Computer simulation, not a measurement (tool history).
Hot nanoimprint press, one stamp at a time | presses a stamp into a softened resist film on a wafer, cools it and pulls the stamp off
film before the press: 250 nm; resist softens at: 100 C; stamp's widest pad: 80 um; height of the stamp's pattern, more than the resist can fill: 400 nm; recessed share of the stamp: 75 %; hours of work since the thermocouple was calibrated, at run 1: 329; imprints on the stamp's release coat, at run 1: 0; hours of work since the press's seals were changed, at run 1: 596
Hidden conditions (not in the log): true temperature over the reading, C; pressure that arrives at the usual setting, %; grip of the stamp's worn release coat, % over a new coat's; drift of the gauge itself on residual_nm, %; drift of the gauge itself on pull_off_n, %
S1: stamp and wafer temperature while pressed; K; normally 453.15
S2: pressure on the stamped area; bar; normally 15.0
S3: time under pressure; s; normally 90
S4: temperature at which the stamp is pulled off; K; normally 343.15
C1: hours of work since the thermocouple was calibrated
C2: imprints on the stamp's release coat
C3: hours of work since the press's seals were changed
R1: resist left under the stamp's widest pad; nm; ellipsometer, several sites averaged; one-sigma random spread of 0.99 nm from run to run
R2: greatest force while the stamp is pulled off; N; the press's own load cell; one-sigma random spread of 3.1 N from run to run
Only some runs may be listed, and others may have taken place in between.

run     day      S1    S2   S3      S4   C1   C2   C3     R1   R2
  1   0.000  453.15  15.0   90  343.15  329    0  596  141.5  144
  2   1.867  462.15  15.0   90  343.15  355   94  622  111.3  147
  3   3.750  453.15  15.0   90  350.15  381  188  648  142.8  120
  4   6.575  453.15  15.0   46  343.15  421  330  687  171.7  147
      8.017  -- plate thermocouple calibrated
  5   8.558  464.15  15.0   90  343.15    7  423  713  106.2  147
  6  11.312  453.15   9.5   90  343.15   46  562  751  167.5  149
  7  12.954  453.15  15.0   90  343.15   69  644  774  141.7  147
  8  14.604  453.15  15.0   90  343.15   91  727  797  142.4  144
     15.883  -- stamp cleaned and given a new release coat
  9  17.379  453.15  15.0   90  343.15  126   75  832  142.9  145
 10  19.417  453.15  15.0   90  343.15  155  177  860  143.0  149
 11  22.321  453.15  15.0   90  343.15  195  323  900  143.5  152
 12  23.908  453.15  15.0   71  343.15  217  403  922  152.3  148
 13  25.800  453.15  15.0   71  343.15  243  498  949  152.2  147
     29.683  -- press's hydraulic seals changed and the load cell set to zero
 14  29.683  453.15  15.0   71  343.15  293  675    0  152.0  151
     32.042  -- stamp cleaned and given a new release coat
 15  33.346  453.15  15.0   90  343.15  340   66   47  142.8  148
 16  35.367  453.15  15.0  144  343.15  368  167   75  121.4  148
 17  37.688  465.15  15.0   90  343.15  400  284  108  101.3  149
     40.388  -- plate thermocouple calibrated
 18  40.729  452.15  15.0  150  343.15    5  430  148  123.6  142
 19  44.071  457.15   9.3   90  343.15   51  597  194  154.1  144
 20  46.442  457.15   9.3   90  343.15   84  716  227  153.7  144
     47.825  -- stamp cleaned and given a new release coat
 21  48.867  445.15   9.4   90  337.15  114   52  258  199.4  164
 22  51.858  442.15  21.8   51  337.15  156  202  299  188.2  171
 23  53.358  442.15  21.8   59  337.15  177  278  320  181.6  171
 24  55.829  442.15  21.8   59  337.15  211  402  354  183.9  174
 25  58.229  456.15  14.1   57  336.15  244  522  387  154.2  177
 26  59.888  453.15  14.4   57  336.15  267  605  411  164.2  175
 27  62.583  456.15  10.4   73  330.15  305  740  448  161.1  201
     63.662  -- stamp cleaned and given a new release coat
 28  65.533  458.15  22.6  156  350.15  342   94  485   83.3  124
 29  67.158  458.15  22.6  156  350.15  365  175  508   82.5  124

Each row is a separate what-if for the run after 29, all from the same tool condition, not one after another. Results?
  A  70.362  458.15  22.6  156  337.15  409  336  552   ?   ?
  B  70.362  453.15  14.2   90  333.15  409  336  552   ?   ?
  C  70.362  460.15  15.0  100  346.15  409  336  552   ?   ?

run     R1   R2
  A   82.8  172
  B  145.5  189
  C  113.5  133
Without the tool's hidden state the same runs would have given:
run     R1   R2
  A   82.5  171
  B  145.1  188
  C  113.2  132

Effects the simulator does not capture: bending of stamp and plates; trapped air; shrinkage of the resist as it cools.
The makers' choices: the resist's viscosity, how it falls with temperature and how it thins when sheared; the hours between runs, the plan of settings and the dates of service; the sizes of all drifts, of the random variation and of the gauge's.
